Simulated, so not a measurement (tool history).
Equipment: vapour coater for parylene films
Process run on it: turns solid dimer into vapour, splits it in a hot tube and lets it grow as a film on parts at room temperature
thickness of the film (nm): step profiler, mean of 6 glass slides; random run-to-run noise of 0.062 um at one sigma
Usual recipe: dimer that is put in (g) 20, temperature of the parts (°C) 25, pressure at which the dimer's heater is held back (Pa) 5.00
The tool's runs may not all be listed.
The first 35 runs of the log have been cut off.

run    hour  dimer that is put in (g)  temperature of the parts (°C)  pressure at which the dimer's heater is held back (Pa)  thickness of the film (nm)
 36  1531.5                        21                             23                                                   10.59                       13630
 37  1569.2                        21                             23                                                   10.59                       13430
 38  1615.9                        21                             23                                                   10.59                       13470
 39  1674.4                        20                             25                                                    4.35                       13910
 40  1734.5                        20                             25                                                    4.35                       13750
 41  1779.4                        19                             21                                                   10.85                       12460
     1791.9  -- trap's valve overhauled
 42  1842.6                        19                             21                                                   10.85                       13510
 43  1883.3                        11                             34                                                    8.12                        5840
 44  1913.6                        11                             34                                                    8.12                        5740
 45  1940.0                        20                             27                                                    3.76                       14170
 46  1976.2                        17                             22                                                    5.98                       12610

5 ways to go on from here, each from the tool as it stands after run 46. What would each give?
  A  2025.0                        23                             24                                                   11.94                           ?
  B  2025.0                         9                             22                                                    2.74                           ?
  C  2025.0                        20                             27                                                    5.98                           ?
  D  2025.0                        17                             24                                                    9.67                           ?
  E  2025.0                         8                             23                                                    7.86                           ?

run  thickness of the film (nm)
  A                       14510
  B                        7530
  C                       12960
  D                       11080
  E                        5550
With no hidden state in the tool, these same runs would have given:
run  thickness of the film (nm)
  A                       15030
  B                        7800
  C                       13430
  D                       11480
  E                        5750
